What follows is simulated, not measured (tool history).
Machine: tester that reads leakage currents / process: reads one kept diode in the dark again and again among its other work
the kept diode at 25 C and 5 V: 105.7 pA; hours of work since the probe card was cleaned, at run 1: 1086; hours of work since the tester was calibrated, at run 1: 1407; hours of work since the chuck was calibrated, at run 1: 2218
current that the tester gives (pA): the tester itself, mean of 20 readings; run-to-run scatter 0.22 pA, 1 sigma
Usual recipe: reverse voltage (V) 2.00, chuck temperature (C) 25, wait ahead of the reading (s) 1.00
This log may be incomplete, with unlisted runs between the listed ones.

| run | hour | reverse voltage (V) | chuck temperature (C) | wait ahead of the reading (s) | hours of work since the probe card was cleaned | hours of work since the tester was calibrated | hours of work since the chuck was calibrated | current that the tester gives (pA) |
|---|---|---|---|---|---|---|---|---|
| 1 | 0.0 | 2.00 | 25 | 1.00 | 1086 | 1407 | 2218 | 79.99 |
| 2 | 109.4 | 2.00 | 25 | 1.00 | 1139 | 1459 | 2270 | 80.42 |
| 3 | 210.7 | 2.00 | 25 | 1.00 | 1188 | 1508 | 2319 | 80.31 |
| 4 | 317.6 | 4.41 | 25 | 1.00 | 1239 | 1559 | 2370 | 114.93 |
| 5 | 450.1 | 4.41 | 25 | 1.00 | 1303 | 1623 | 2434 | 116.27 |
|  | 490.8 | chuck's temperature calibrated |
| 6 | 669.3 | 4.41 | 25 | 1.00 | 1407 | 1727 | 86 | 101.48 |
| 7 | 802.3 | 2.00 | 25 | 1.00 | 1471 | 1791 | 150 | 71.71 |
| 8 | 1020.9 | 2.00 | 25 | 1.00 | 1576 | 1897 | 255 | 72.25 |
| 9 | 1252.4 | 2.00 | 25 | 1.00 | 1688 | 2008 | 366 | 72.35 |
|  | 1264.7 | tester calibrated |
| 10 | 1428.6 | 2.00 | 25 | 1.00 | 1771 | 79 | 450 | 72.36 |
| 11 | 1603.1 | 2.00 | 25 | 1.00 | 1855 | 163 | 534 | 73.37 |
| 12 | 1808.0 | 2.00 | 25 | 1.00 | 1954 | 261 | 632 | 73.58 |
| 13 | 1915.3 | 2.00 | 25 | 1.00 | 2005 | 313 | 684 | 73.83 |
|  | 2074.0 | tester calibrated, once more |
| 14 | 2129.6 | 2.00 | 25 | 1.00 | 2108 | 27 | 786 | 74.09 |
| 15 | 2358.3 | 2.00 | 25 | 1.00 | 2218 | 137 | 896 | 74.11 |
| 16 | 2520.9 | 6.00 | 32 | 0.71 | 2296 | 215 | 974 | 234.52 |
| 17 | 2632.5 | 6.00 | 32 | 0.71 | 2349 | 269 | 1028 | 235.09 |
| 18 | 2870.2 | 9.28 | 26 | 7.25 | 2464 | 383 | 1142 | 164.37 |
| 19 | 3002.6 | 13.32 | 52 | 7.25 | 2527 | 447 | 1206 | 1845.63 |
| 20 | 3133.3 | 13.32 | 52 | 0.68 | 2590 | 509 | 1269 | 1849.08 |
| 21 | 3342.9 | 6.69 | 45 | 0.37 | 2691 | 610 | 1369 | 773.49 |
| 22 | 3513.7 | 6.69 | 45 | 0.37 | 2773 | 692 | 1452 | 778.46 |
| 23 | 3734.4 | 6.69 | 45 | 0.37 | 2879 | 798 | 1558 | 776.59 |
| 24 | 3864.9 | 2.73 | 35 | 8.15 | 2942 | 861 | 1620 | 219.99 |
| 25 | 4088.8 | 2.73 | 35 | 8.15 | 3050 | 969 | 1728 | 220.43 |
| 26 | 4215.0 | 2.73 | 35 | 8.15 | 3110 | 1029 | 1789 | 222.21 |
| 27 | 4400.8 | 4.07 | 28 | 8.15 | 3200 | 1119 | 1878 | 142.71 |
| 28 | 4538.9 | 2.00 | 59 | 0.72 | 3266 | 1185 | 1944 | 1411.16 |
| 29 | 4761.3 | 2.00 | 59 | 0.72 | 3373 | 1292 | 2051 | 1415.86 |

Branching from run 29: 3 alternative next runs. What would each branch give?
| A | 4925.8 | 15.75 | 49 | 0.36 | 3452 | 1371 | 2131 | ? |
| B | 4925.8 | 2.00 | 25 | 1.14 | 3452 | 1371 | 2131 | ? |
| C | 4925.8 | 17.74 | 59 | 3.74 | 3452 | 1371 | 2131 | ? |

| run | current that the tester gives (pA) |
|---|---|
| A | 1642.30 |
| B | 79.38 |
| C | 3758.21 |
Had the tool no hidden state, the same runs would have come out as:
| run | current that the tester gives (pA) |
|---|---|
| A | 1494.84 |
| B | 70.66 |
| C | 3444.21 |
